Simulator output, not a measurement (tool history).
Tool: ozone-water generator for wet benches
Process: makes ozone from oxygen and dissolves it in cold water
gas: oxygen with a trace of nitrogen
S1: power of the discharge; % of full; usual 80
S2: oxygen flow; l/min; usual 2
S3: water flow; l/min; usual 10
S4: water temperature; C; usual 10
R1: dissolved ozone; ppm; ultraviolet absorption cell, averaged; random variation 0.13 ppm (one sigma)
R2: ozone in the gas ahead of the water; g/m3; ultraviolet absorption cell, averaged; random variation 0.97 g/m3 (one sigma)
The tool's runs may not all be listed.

run	hour	S1	S2	S3	S4	R1	R2
1	0	80	2	10	10	13.3	165
2	20.8	80	2	10	10	13.4	164.3
3	58.7	80	2	10	10	13.4	165.7
4	86.6	80	2	10	14	12.8	166.9
5	106.5	80	1.85	10	10	13.2	174.5
6	123	65	2	10	10	11.5	140.5
7	159.5	65	2	10	10	11.5	139.2
8	197.4	65	2	10	10	11.2	141.5
9	224.4	80	2	10	15	12.6	165.7
10	242.1	80	2	10	15	12.6	167
11	265.4	80	2.38	10	10	13.4	148
12	288.1	80	2.38	10	10	13.1	146.5
13	309	80	2	10	10	13.3	167.8
14	346.3	80	2	10	10	13.3	165.2
15	363.1	80	1.08	10	10	12.6	248.6
16	382.1	80	1.08	10	10	12.6	247.9
17	403.3	80	1.08	10	10	12.5	246.4
# hour 410.2: contactor cleaned
18	438.1	80	2.1	10	10	13.2	159.6
19	471.2	80	2.1	10	10	13.3	160.9
# hour 481.7: contactor cleaned, once more
20	510.1	47	1.77	8	13	10.5	116.3
21	540	87	2	14	14	9.5	177.2
22	573.1	80	2.48	10	15	12.6	143.1
23	603.6	80	2	7	7	19.6	165.1
24	621.8	80	1.44	9	10	14.9	202.1
25	659.8	80	1.44	9	10	14.9	202.8
26	681.7	80	2.08	10	10	13.3	158.6
27	697.7	75	2	10	8	12.8	155.5
28	725.2	73	1.33	10	14	11.8	201.3
29	756	73	1.33	10	14	11.6	198.7
30	785.3	80	1.46	10	9	13.1	200.2
31	817.7	54	1.38	14	11	6.4	152.7
32	844.1	74	3.18	9	7	14.3	114
33	873.2	74	1.95	9	11	13.8	155.7

Forecast run 34:
34	889.2	74	1.95	9	11	?	?

Run 34 gave R1 13.9 ppm, R2 156 g/m3.
Without the tool's hidden state the same run would have given R1 14.3 ppm, R2 159 g/m3.

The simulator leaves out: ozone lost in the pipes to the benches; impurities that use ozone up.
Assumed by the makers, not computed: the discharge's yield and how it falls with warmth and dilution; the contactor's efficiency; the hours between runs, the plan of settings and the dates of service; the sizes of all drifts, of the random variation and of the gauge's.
